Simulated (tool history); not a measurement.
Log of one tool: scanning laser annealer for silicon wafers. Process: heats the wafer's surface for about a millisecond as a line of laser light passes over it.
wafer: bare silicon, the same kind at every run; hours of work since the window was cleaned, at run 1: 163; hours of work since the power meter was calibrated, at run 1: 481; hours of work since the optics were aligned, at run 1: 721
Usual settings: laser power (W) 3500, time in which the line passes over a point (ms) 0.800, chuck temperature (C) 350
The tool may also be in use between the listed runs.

run   hour  laser power (W)  time in which the line passes over a point (ms)  chuck temperature (C)  hours of work since the window was cleaned  hours of work since the power meter was calibrated  hours of work since the optics were aligned  highest temperature of the surface (C)
  1    0.0             3500                                            0.800                    350                                         163                                                 481                                          721                                    1115
  2   18.7             3500                                            0.800                    350                                         173                                                 492                                          731                                    1113
  3   51.4             3151                                            0.800                    350                                         191                                                 509                                          749                                    1023
  4   77.3             3151                                            0.800                    350                                         205                                                 524                                          763                                    1021
  5  106.1             3457                                            0.800                    350                                         221                                                 539                                          779                                    1101
  6  129.5             3457                                            0.800                    350                                         234                                                 552                                          792                                    1098
  7  149.5             3457                                            0.581                    350                                         245                                                 563                                          803                                     992
  8  167.0             3457                                            0.581                    350                                         254                                                 573                                          813                                     993
  9  192.4             3692                                            0.800                    350                                         268                                                 587                                          827                                    1157
 10  209.0             3500                                            0.800                    350                                         277                                                 596                                          836                                    1107
 11  223.3             3500                                            0.637                    350                                         285                                                 604                                          844                                    1026
 12  246.2             3500                                            0.637                    350                                         298                                                 616                                          856                                    1028
 13  269.2             3500                                            0.637                    350                                         310                                                 629                                          869                                    1024
 14  297.3             3500                                            0.800                    348                                         326                                                 644                                          884                                    1103
 15  320.8             3500                                            0.800                    348                                         339                                                 657                                          897                                    1099
 16  340.1             3796                                            0.800                    350                                         349                                                 668                                          908                                    1179
 17  356.1             3217                                            0.718                    350                                         358                                                 677                                          916                                     994
 18  369.3             3500                                            0.634                    323                                         365                                                 684                                          924                                     998
 19  397.6             3704                                            0.851                    323                                         381                                                 699                                          939                                    1147
 20  412.0             3704                                            0.851                    323                                         389                                                 707                                          947                                    1143
 21  436.4             3704                                            0.851                    323                                         402                                                 721                                          961                                    1149
 22  459.1             3704                                            0.851                    315                                         415                                                 733                                          973                                    1134
 23  480.6             3670                                            0.766                    366                                         427                                                 745                                          985                                    1142
 24  507.7             3670                                            0.766                    366                                         441                                                 760                                         1000                                    1137
     518.4  -- window over the wafer cleaned
 25  526.1             3341                                            0.691                    364                                           4                                                 769                                         1009                                    1048

Alternative continuations, all from the tool just after run 25; predict every row:
  A  548.6             3207                                            0.739                    350                                          17                                                 781                                         1021                                       ?
  B  548.6             3525                                            0.800                    351                                          17                                                 781                                         1021                                       ?
  C  548.6             3500                                            0.862                    350                                          17                                                 781                                         1021                                       ?
  D  548.6             3500                                            0.800                    350                                          17                                                 781                                         1021                                       ?
  E  548.6             3192                                            0.800                    374                                          17                                                 781                                         1021                                       ?

run  highest temperature of the surface (C)
  A                                    1025
  B                                    1128
  C                                    1150
  D                                    1125
  E                                    1069
With the hidden condition removed and each run's random variation left untouched, the same runs would have given:
run  highest temperature of the surface (C)
  A                                    1033
  B                                    1138
  C                                    1161
  D                                    1136
  E                                    1078
